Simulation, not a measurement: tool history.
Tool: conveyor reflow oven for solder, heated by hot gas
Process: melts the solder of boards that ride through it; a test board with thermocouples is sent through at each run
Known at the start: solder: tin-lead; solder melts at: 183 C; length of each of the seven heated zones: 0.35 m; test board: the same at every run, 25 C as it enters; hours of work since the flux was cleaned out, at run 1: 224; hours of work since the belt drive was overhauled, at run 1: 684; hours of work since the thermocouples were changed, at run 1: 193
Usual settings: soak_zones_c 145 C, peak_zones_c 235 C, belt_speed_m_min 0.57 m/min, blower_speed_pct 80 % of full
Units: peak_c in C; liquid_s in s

run   hour  soak_zones_c  peak_zones_c  belt_speed_m_min  blower_speed_pct  hours of work since the flux was cleaned out  hours of work since the belt drive was overhauled  hours of work since the thermocouples were changed  peak_c  liquid_s
  1      0           145           235              0.57                80                                           224                                                684                                                 193     221      60.9
  2   21.3           145           235              0.57                80                                           237                                                697                                                 206   220.3      60.7
  3   37.9           145           235              0.57                80                                           248                                                707                                                 216   219.9      60.7
  4   59.6           145           247              0.57                80                                           261                                                720                                                 229     231      66.5
  5   73.4           145           247              0.57                80                                           269                                                728                                                 238     230      66.6
  6  100.8           145           235              0.57                65                                           286                                                745                                                 254   215.5      57.2
  7  114.6           145           235              0.57                65                                           294                                                754                                                 263   215.9        57
  8    130           145           235              0.57                65                                           304                                                763                                                 272   216.1      56.6
  9    152           145           235              0.57                65                                           317                                                777                                                 286   216.6      56.6
 10  174.3           145           235              0.57                65                                           331                                                790                                                 299   215.9      56.8
 11  196.4           145           235              0.57                65                                           345                                                804                                                 313   215.3      56.4
     203.4  -- flux residue cleaned out of gas plates and filters
 12  232.1           145           235              0.57                80                                            18                                                823                                                 332   218.2      58.7
 13  251.7           145           235              0.57                80                                            30                                                835                                                 344   217.5      59.7
 14  272.1           145           235              0.57                80                                            42                                                847                                                 356   218.4      59.6
 15  292.2           145           235              0.57                80                                            54                                                859                                                 369   219.1        59
 16    319           143           235              0.57                66                                            71                                                876                                                 385   214.9      54.2
 17  342.9           143           235              0.57                66                                            85                                                890                                                 400   214.7      54.8
 18  364.7           132           227             0.627                88                                            99                                                904                                                 413   207.4      41.2
     384.7  -- flux residue cleaned out of gas plates and filters, once more
 19  396.4           132           227             0.627                88                                             7                                                920                                                 429   211.6      45.6
 20  414.7           132           227             0.627                88                                            18                                                931                                                 440     211      45.7
     444.6  -- belt drive overhauled, speed set with a stopwatch
 21  444.7           132           223             0.497                88                                            34                                                  0                                                 456   212.9      59.8
 22  475.2           132           223             0.497                88                                            53                                                 19                                                 475   212.6        60
 23    505           132           223             0.497                88                                            71                                                 37                                                 493   212.9      60.1
 24  518.5           145           246             0.512                80                                            79                                                 45                                                 501   232.5        74
 25  548.5           145           246             0.512                80                                            98                                                 64                                                 520     232        74
 26  566.2           145           246             0.512                80                                           109                                                 74                                                 531     233      73.8
 27    591           145           241              0.57                80                                           124                                                 90                                                 546   224.7      62.7
 28    605           159           235              0.57                80                                           132                                                 98                                                 554   222.6      66.7
 29  622.4           159           235              0.57                80                                           143                                                109                                                 565   222.2      66.3
 30  640.4           140           245             0.664                57                                           154                                                120                                                 576   214.1      43.3

How the hidden state differs across the entries between the runs, from the last listed run before each to the first after it:
Between runs 11 and 12: flux residue cleaned out of gas plates and filters (hour 203.4)
  heat that the gas passes to the board, % of a clean oven's: 93.4 -> 89.2; belt's true speed, % of the reading: 98.28 -> 98.25; true gas temperature in zones 6 and 7 over the reading, C: -1.14 -> -1.19
  measured less the result without the state, peak_c: -2 -> -3.5 C; liquid_s: -0.8 -> -1.7 s
Between runs 18 and 19: flux residue cleaned out of gas plates and filters, once more (hour 384.7)
  heat that the gas passes to the board, % of a clean oven's: 87.9 -> 99.6; belt's true speed, % of the reading: 98.08 -> 98.05; true gas temperature in zones 6 and 7 over the reading, C: -1.39 -> -1.43
  measured less the result without the state, peak_c: -4.6 -> -0.8 C; liquid_s: -3.9 -> +0.5 s
Between runs 20 and 21: belt drive overhauled, speed set with a stopwatch (hour 444.6)
  heat that the gas passes to the board, % of a clean oven's: 99.4 -> 99.1; belt's true speed, % of the reading: 98.03 -> 100.05; true gas temperature in zones 6 and 7 over the reading, C: -1.45 -> -1.49
  measured less the result without the state, peak_c: -0.9 -> -1.6 C; liquid_s: +0.4 -> -1.4 s

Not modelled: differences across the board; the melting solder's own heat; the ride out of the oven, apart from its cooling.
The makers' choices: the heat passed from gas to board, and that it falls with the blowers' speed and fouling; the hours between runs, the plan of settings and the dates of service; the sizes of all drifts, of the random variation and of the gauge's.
